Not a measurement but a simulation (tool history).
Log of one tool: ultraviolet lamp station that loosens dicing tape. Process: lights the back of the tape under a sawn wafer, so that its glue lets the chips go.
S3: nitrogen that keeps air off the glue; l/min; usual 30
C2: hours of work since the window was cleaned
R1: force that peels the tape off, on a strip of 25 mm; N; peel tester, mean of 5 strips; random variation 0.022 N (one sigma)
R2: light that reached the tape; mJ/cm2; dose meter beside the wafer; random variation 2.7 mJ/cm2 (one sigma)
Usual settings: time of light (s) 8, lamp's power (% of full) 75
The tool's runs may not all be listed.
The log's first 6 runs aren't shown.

Run 7, day 3.279: usual settings but time of light (s) 12; hours of work of the lamp 148; C2 169. Result: R1 0.631 N, R2 487 mJ/cm2.
Run 8, day 3.579: usual settings; hours of work of the lamp 154; C2 174. Result: R1 1.257 N, R2 320 mJ/cm2.
Run 9, day 4.271: usual settings; hours of work of the lamp 166; C2 186. Result: R1 1.276 N, R2 321 mJ/cm2.
Run 10, day 4.942: usual settings; hours of work of the lamp 178; C2 198. Result: R1 1.318 N, R2 315 mJ/cm2.
Run 11, day 5.312: usual settings but time of light (s) 7; hours of work of the lamp 184; C2 205. Result: R1 1.623 N, R2 279 mJ/cm2.
Run 12, day 5.65: usual settings but time of light (s) 4; hours of work of the lamp 190; C2 211. Result: R1 2.904 N, R2 157 mJ/cm2.
Run 13, day 6.142: usual settings but time of light (s) 4; hours of work of the lamp 199; C2 219. Result: R1 3.063 N, R2 159 mJ/cm2.
Run 14, day 6.871: usual settings but time of light (s) 4; hours of work of the lamp 212; C2 232. Result: R1 3.147 N, R2 156 mJ/cm2.
Run 15, day 7.512: usual settings but time of light (s) 4; hours of work of the lamp 223; C2 243. Result: R1 3.159 N, R2 154 mJ/cm2.
Run 16, day 8.212: usual settings but time of light (s) 4, S3 11 l/min; hours of work of the lamp 236; C2 256. Result: R1 3.897 N, R2 148 mJ/cm2.
Run 17, day 8.933: usual settings; hours of work of the lamp 248; C2 269. Result: R1 1.385 N, R2 307 mJ/cm2.
Run 18, day 9.317: usual settings; hours of work of the lamp 255; C2 275. Result: R1 1.412 N, R2 303 mJ/cm2.
Run 19, day 9.929: usual settings; hours of work of the lamp 266; C2 286. Result: R1 1.401 N, R2 305 mJ/cm2.
Run 20, day 10.233: usual settings; hours of work of the lamp 271; C2 292. Result: R1 1.441 N, R2 301 mJ/cm2.
Run 21, day 10.754: usual settings; hours of work of the lamp 280; C2 301. Result: R1 1.454 N, R2 297 mJ/cm2.

Forecast run 22:
Run 22, day 11.179: usual settings; hours of work of the lamp 288; C2 308. Result: R1 ?, R2 ?.

R1: 1.457 N
R2: 299 mJ/cm2
Without the tool's hidden state the same run would have given R1 1.064 N, R2 364 mJ/cm2.

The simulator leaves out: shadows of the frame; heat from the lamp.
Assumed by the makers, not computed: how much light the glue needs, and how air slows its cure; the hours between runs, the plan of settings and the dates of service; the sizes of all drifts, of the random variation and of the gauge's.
